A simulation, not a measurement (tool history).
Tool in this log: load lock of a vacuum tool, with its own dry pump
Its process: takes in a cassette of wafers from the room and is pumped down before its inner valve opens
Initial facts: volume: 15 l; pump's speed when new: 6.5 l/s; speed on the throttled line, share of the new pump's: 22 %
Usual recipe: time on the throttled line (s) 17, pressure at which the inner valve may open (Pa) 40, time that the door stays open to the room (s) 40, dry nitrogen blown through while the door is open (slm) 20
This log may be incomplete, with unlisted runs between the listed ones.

run    hour  time on the throttled line (s)  pressure at which the inner valve may open (Pa)  time that the door stays open to the room (s)  dry nitrogen blown through while the door is open (slm)  incoming humidity of the room's air, %  time from the closed door until the inner valve may open (s)  rise of the pressure with all valves shut (Pa/min)
  1     0.0                              17                                               40                                             40                                                       20                                    47.0                                                          31.3                                               0.113
  2   367.9                              17                                               40                                             40                                                       20                                    44.6                                                          31.4                                               0.124
  3   603.8                              17                                               40                                             40                                                       20                                    48.0                                                          32.3                                               0.141
  4   772.5                              17                                               40                                             40                                                       20                                    44.2                                                          31.8                                               0.143
  5  1151.5                              17                                               40                                             40                                                       20                                    47.7                                                          32.0                                               0.169
  6  1325.2                              17                                               40                                             40                                                       20                                    44.8                                                          32.3                                               0.176
  7  1533.3                              17                                               46                                             40                                                       20                                    43.4                                                          31.7                                               0.191
  8  1924.5                              17                                               46                                             40                                                       20                                    44.2                                                          31.3                                               0.207
  9  2139.2                              17                                               46                                             40                                                       20                                    44.5                                                          32.2                                               0.228
 10  2337.6                              17                                               60                                             40                                                       20                                    42.4                                                          30.9                                               0.241
 11  2682.1                              17                                               40                                             40                                                       20                                    42.3                                                          33.1                                               0.268
 12  2979.3                              17                                               40                                             40                                                       20                                    46.8                                                          32.1                                               0.284
 13  3214.8                              17                                               40                                             40                                                       20                                    44.7                                                          32.4                                               0.303
 14  3459.4                              17                                               40                                             40                                                       20                                    43.7                                                          32.4                                               0.332
 15  3702.0                              17                                               40                                             40                                                       20                                    46.6                                                          32.1                                               0.345
 16  3945.1                              17                                               40                                             40                                                       20                                    41.0                                                          32.4                                               0.366
 17  4179.8                              17                                               33                                             40                                                       20                                    43.1                                                          33.5                                               0.394
 18  4431.5                               9                                               33                                             40                                                       20                                    42.8                                                          26.8                                               0.419
 19  4709.4                              14                                               40                                             40                                                       20                                    43.7                                                          30.9                                               0.459
 20  5069.7                              14                                               40                                             40                                                       20                                    45.4                                                          30.1                                               0.498
 21  5314.4                              14                                               39                                             40                                                        4                                    43.4                                                          30.8                                               0.545
 22  5621.2                              17                                               29                                             71                                                       20                                    46.7                                                          33.8                                               0.575
 23  5826.3                              17                                               29                                             71                                                       20                                    43.7                                                          34.0                                               0.592
 24  6183.3                              17                                               29                                             30                                                        7                                    43.5                                                          34.6                                               0.634
 25  6505.6                               9                                               48                                            218                                                       37                                    47.0                                                          26.6                                               0.726
 26  6872.5                              12                                               40                                             40                                                        5                                    44.6                                                          29.8                                               0.728
 27  7241.4                              12                                               34                                             43                                                       33                                    44.5                                                          29.5                                               0.747
     7516.3  -- door's seal changed, seat wiped
 28  7527.2                              30                                               40                                             40                                                       26                                    48.9                                                          42.7                                               0.049
 29  7759.8                              17                                               46                                            115                                                        7                                    43.4                                                          33.8                                               0.102

Run 30, settings as shown, results not yet in. Your forecast:
 30  8029.2                              17                                               74                                            189                                                       18                                    45.5                                                             ?                                                   ?

time from the closed door until the inner valve may open (s): 32.4
rise of the pressure with all valves shut (Pa/min): 0.117
Take away the tool's hidden state, keep the run-to-run variation as it was, and the same run would have given time from the closed door until the inner valve may open (s) 30.3, rise of the pressure with all valves shut (Pa/min) 0.102.
